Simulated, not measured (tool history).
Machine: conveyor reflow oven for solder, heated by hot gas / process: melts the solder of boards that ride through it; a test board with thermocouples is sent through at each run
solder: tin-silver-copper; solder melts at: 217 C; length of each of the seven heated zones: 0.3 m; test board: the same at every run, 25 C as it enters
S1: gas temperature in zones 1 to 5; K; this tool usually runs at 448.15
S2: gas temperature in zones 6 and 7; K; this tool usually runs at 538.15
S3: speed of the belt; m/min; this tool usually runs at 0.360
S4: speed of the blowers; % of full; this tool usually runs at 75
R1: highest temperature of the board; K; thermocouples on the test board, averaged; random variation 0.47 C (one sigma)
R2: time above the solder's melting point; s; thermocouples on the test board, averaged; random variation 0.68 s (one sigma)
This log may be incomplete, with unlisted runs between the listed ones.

run 1 hour=0.0 | S1=448.15 S2=538.15 S3=0.360 S4=75 | R1=529.75 R2=83.5
run 2 hour=49.4 | S1=448.15 S2=538.15 S3=0.327 S4=75 | R1=531.55 R2=94.7
run 3 hour=98.2 | S1=448.15 S2=538.15 S3=0.360 S4=75 | R1=530.55 R2=83.9
run 4 hour=172.8 | S1=448.15 S2=538.15 S3=0.360 S4=75 | R1=529.65 R2=83.9
run 5 hour=219.4 | S1=448.15 S2=538.15 S3=0.360 S4=75 | R1=529.75 R2=84.7
run 6 hour=262.5 | S1=448.15 S2=538.15 S3=0.360 S4=89 | R1=532.15 R2=85.8
run 7 hour=341.6 | S1=448.15 S2=538.15 S3=0.360 S4=89 | R1=532.65 R2=86.1
run 8 hour=415.5 | S1=448.15 S2=538.15 S3=0.360 S4=75 | R1=530.75 R2=84.8
run 9 hour=474.2 | S1=448.15 S2=538.15 S3=0.360 S4=75 | R1=531.45 R2=84.9
run 10 hour=512.7 | S1=448.15 S2=538.15 S3=0.360 S4=75 | R1=530.65 R2=85.3
run 11 hour=546.6 | S1=448.15 S2=538.15 S3=0.360 S4=75 | R1=531.05 R2=84.6
run 12 hour=604.8 | S1=448.15 S2=531.15 S3=0.360 S4=75 | R1=520.25 R2=75.2
run 13 hour=652.9 | S1=448.15 S2=531.15 S3=0.360 S4=75 | R1=521.35 R2=76.9
run 14 hour=698.7 | S1=448.15 S2=542.15 S3=0.360 S4=75 | R1=531.75 R2=84.8
run 15 hour=731.9 | S1=448.15 S2=538.15 S3=0.360 S4=75 | R1=528.25 R2=82.5
run 16 hour=768.7 | S1=447.15 S2=552.15 S3=0.332 S4=52 | R1=538.35 R2=97.7
run 17 hour=845.5 | S1=447.15 S2=552.15 S3=0.332 S4=71 | R1=542.25 R2=101.7
run 18 hour=915.7 | S1=443.15 S2=526.15 S3=0.337 S4=66 | R1=517.15 R2=74.7
run 19 hour=963.9 | S1=443.15 S2=526.15 S3=0.337 S4=66 | R1=516.55 R2=73.4
run 20 hour=1043.2 | S1=443.15 S2=526.15 S3=0.364 S4=52 | R1=512.65 R2=60.7
run 21 hour=1087.7 | S1=460.15 S2=526.15 S3=0.311 S4=52 | R1=518.75 R2=93.4
run 22 hour=1165.6 | S1=460.15 S2=526.15 S3=0.311 S4=52 | R1=518.35 R2=88.8
run 23 hour=1232.1 | S1=442.15 S2=550.15 S3=0.375 S4=62 | R1=533.05 R2=76.5
run 24 hour=1273.8 | S1=442.15 S2=550.15 S3=0.365 S4=62 | R1=535.45 R2=80.0
run 25 hour=1347.1 | S1=442.15 S2=550.15 S3=0.365 S4=62 | R1=534.25 R2=80.1
run 26 hour=1382.9 | S1=442.15 S2=550.15 S3=0.365 S4=62 | R1=534.95 R2=80.4
run 27 hour=1423.5 | S1=462.15 S2=539.15 S3=0.425 S4=56 | R1=521.75 R2=67.8
run 28 hour=1463.3 | S1=448.15 S2=550.15 S3=0.360 S4=76 | R1=538.35 R2=86.4
run 29 hour=1496.2 | S1=448.15 S2=545.15 S3=0.339 S4=75 | R1=535.55 R2=88.6
run 30 hour=1574.4 | S1=463.15 S2=538.15 S3=0.319 S4=75 | R1=532.35 R2=102.1

Withheld: 6 entries from between the runs. Position of each, and hidden state at the listed run before versus the listed run after:
Runs 4 to 5: flux residue cleaned out of gas plates and filters (hour 209.7)
  heat that the gas passes to the board, % of a clean oven's: 97.2 -> 99.8; belt's true speed, % of the reading: 96.39 -> 96.35; true gas temperature in zones 6 and 7 over the reading, C: 3.22 -> 3.29
  measured minus no-state result, R1: +3.30 -> +3.90 K; R2: +5.8 -> +6.5 s
Runs 11 to 12: thermocouples of zones 6 and 7 changed (hour 559.7)
  heat that the gas passes to the board, % of a clean oven's: 97.3 -> 96.9; belt's true speed, % of the reading: 95.98 -> 95.91; true gas temperature in zones 6 and 7 over the reading, C: 3.83 -> 0.16
  measured minus no-state result, R1: +4.10 -> +0.60 K; R2: +6.8 -> +3.9 s
Runs 12 to 13: flux residue cleaned out of gas plates and filters (hour 618.3)
  heat that the gas passes to the board, % of a clean oven's: 96.9 -> 98.7; belt's true speed, % of the reading: 95.91 -> 95.86; true gas temperature in zones 6 and 7 over the reading, C: 0.16 -> 0.24
  measured minus no-state result, R1: +0.60 -> +1.00 K; R2: +3.9 -> +4.6 s
Runs 19 to 20: flux residue cleaned out of gas plates and filters (hour 1029.2)
  heat that the gas passes to the board, % of a clean oven's: 96.4 -> 99.6; belt's true speed, % of the reading: 95.5 -> 95.42; true gas temperature in zones 6 and 7 over the reading, C: 0.75 -> 0.88
  measured minus no-state result, R1: +1.20 -> +2.10 K; R2: +5.2 -> +6.5 s
Runs 21 to 22: belt drive overhauled, speed set with a stopwatch (hour 1160.7)
  heat that the gas passes to the board, % of a clean oven's: 99.2 -> 98.7; belt's true speed, % of the reading: 95.37 -> 99.98; true gas temperature in zones 6 and 7 over the reading, C: 0.95 -> 1.08
  measured minus no-state result, R1: +1.70 -> +0.80 K; R2: +7.0 -> +0.9 s
Runs 27 to 28: flux residue cleaned out of gas plates and filters (hour 1443.0)
  heat that the gas passes to the board, % of a clean oven's: 96.7 -> 98.7; belt's true speed, % of the reading: 99.67 -> 99.63; true gas temperature in zones 6 and 7 over the reading, C: 1.49 -> 1.55
  measured minus no-state result, R1: +0.70 -> +1.20 K; R2: +0.7 -> +1.1 s
